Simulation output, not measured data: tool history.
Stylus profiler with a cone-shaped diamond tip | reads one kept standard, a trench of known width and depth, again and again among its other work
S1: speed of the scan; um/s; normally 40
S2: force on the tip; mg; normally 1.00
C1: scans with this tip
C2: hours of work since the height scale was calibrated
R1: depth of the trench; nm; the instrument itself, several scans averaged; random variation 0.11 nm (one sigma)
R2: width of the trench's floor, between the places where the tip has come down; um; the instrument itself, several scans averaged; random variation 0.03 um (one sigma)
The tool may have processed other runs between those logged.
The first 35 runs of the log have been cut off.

run	hour	S1	S2	C1	C2	R1	R2
36	577.7	18	0.36	7082	915	501.91	16.49
37	597.8	18	0.36	7192	929	501.96	16.45
38	610.9	20	1.00	7265	938	502.86	16.55
39	627.1	11	1.22	7353	950	503.12	16.60
40	647.5	11	1.93	7465	964	503.82	16.59
41	667.4	11	1.93	7575	978	504.01	16.55
42	688.2	11	1.93	7689	993	503.77	16.56
43	708.3	123	0.36	7799	1007	501.99	15.92
44	723.2	14	2.09	7881	1018	503.96	16.60

Here are 3 independent what-if runs from the current tool condition. What would each one return?
A	743.2	43	1.00	7991	1032	?	?
B	743.2	37	2.69	7991	1032	?	?
C	743.2	98	0.67	7991	1032	?	?

run	R1	R2
A	502.86	16.45
B	504.52	16.46
C	502.47	16.17
Had the tool no hidden state, the same runs would have come out as:
run	R1	R2
A	501.72	16.89
B	503.37	16.90
C	501.33	16.61
